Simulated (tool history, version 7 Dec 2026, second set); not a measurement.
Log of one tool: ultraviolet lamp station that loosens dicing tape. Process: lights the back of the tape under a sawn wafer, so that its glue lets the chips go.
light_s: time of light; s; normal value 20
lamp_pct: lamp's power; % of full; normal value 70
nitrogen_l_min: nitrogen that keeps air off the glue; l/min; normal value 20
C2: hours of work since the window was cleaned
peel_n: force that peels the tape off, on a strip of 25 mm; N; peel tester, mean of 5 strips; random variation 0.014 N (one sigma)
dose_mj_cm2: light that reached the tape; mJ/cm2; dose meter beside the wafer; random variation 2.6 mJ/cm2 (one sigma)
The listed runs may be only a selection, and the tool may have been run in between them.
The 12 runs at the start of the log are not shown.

run 13 day=16.008 | light_s=20 lamp_pct=70 nitrogen_l_min=20 | hours_of_work_of_the_lamp=661 C2=536 | peel_n=1.121 dose_mj_cm2=256
run 14 day=17.071 | light_s=20 lamp_pct=70 nitrogen_l_min=20 | hours_of_work_of_the_lamp=673 C2=548 | peel_n=1.158 dose_mj_cm2=250
run 15 day=18.554 | light_s=20 lamp_pct=70 nitrogen_l_min=20 | hours_of_work_of_the_lamp=690 C2=564 | peel_n=1.152 dose_mj_cm2=250
run 16 day=20.125 | light_s=20 lamp_pct=70 nitrogen_l_min=20 | hours_of_work_of_the_lamp=708 C2=582 | peel_n=1.164 dose_mj_cm2=250
run 17 day=21.771 | light_s=24 lamp_pct=70 nitrogen_l_min=20 | hours_of_work_of_the_lamp=726 C2=601 | peel_n=0.776 dose_mj_cm2=292
run 18 day=23.158 | light_s=11 lamp_pct=70 nitrogen_l_min=20 | hours_of_work_of_the_lamp=742 C2=616 | peel_n=3.155 dose_mj_cm2=136
-- day=23.317 window cleaned of glue's vapour
run 19 day=23.896 | light_s=20 lamp_pct=70 nitrogen_l_min=20 | hours_of_work_of_the_lamp=750 C2=7 | peel_n=1.401 dose_mj_cm2=232
run 20 day=25.475 | light_s=20 lamp_pct=70 nitrogen_l_min=20 | hours_of_work_of_the_lamp=768 C2=24 | peel_n=1.368 dose_mj_cm2=228
run 21 day=26.871 | light_s=40 lamp_pct=70 nitrogen_l_min=20 | hours_of_work_of_the_lamp=784 C2=40 | peel_n=0.268 dose_mj_cm2=455
run 22 day=27.654 | light_s=40 lamp_pct=70 nitrogen_l_min=20 | hours_of_work_of_the_lamp=793 C2=49 | peel_n=0.276 dose_mj_cm2=454
-- day=28.462 window cleaned of glue's vapour, once more
run 23 day=28.921 | light_s=15 lamp_pct=80 nitrogen_l_min=24 | hours_of_work_of_the_lamp=807 C2=5 | peel_n=1.353 dose_mj_cm2=226
run 24 day=30.154 | light_s=22 lamp_pct=77 nitrogen_l_min=24 | hours_of_work_of_the_lamp=821 C2=19 | peel_n=0.592 dose_mj_cm2=315
run 25 day=30.954 | light_s=22 lamp_pct=77 nitrogen_l_min=24 | hours_of_work_of_the_lamp=830 C2=28 | peel_n=0.635 dose_mj_cm2=313
run 26 day=32.221 | light_s=22 lamp_pct=77 nitrogen_l_min=24 | hours_of_work_of_the_lamp=844 C2=42 | peel_n=0.611 dose_mj_cm2=317
run 27 day=33.504 | light_s=22 lamp_pct=77 nitrogen_l_min=23 | hours_of_work_of_the_lamp=859 C2=57 | peel_n=0.66 dose_mj_cm2=311
run 28 day=34.429 | light_s=13 lamp_pct=66 nitrogen_l_min=7 | hours_of_work_of_the_lamp=869 C2=67 | peel_n=3.782 dose_mj_cm2=157
run 29 day=35.7 | light_s=13 lamp_pct=66 nitrogen_l_min=7 | hours_of_work_of_the_lamp=883 C2=82 | peel_n=3.619 dose_mj_cm2=154
run 30 day=36.479 | light_s=13 lamp_pct=66 nitrogen_l_min=7 | hours_of_work_of_the_lamp=892 C2=91 | peel_n=3.732 dose_mj_cm2=156

Forecast run 31:
run 31 day=37.975 | light_s=15 lamp_pct=89 nitrogen_l_min=16 | hours_of_work_of_the_lamp=909 C2=107 | peel_n=? dose_mj_cm2=?

Run 31 measured peel_n 1.423 N, dose_mj_cm2 240 mJ/cm2.
Without the tool's hidden state the same run would have given peel_n 0.844 N, dose_mj_cm2 310 mJ/cm2.

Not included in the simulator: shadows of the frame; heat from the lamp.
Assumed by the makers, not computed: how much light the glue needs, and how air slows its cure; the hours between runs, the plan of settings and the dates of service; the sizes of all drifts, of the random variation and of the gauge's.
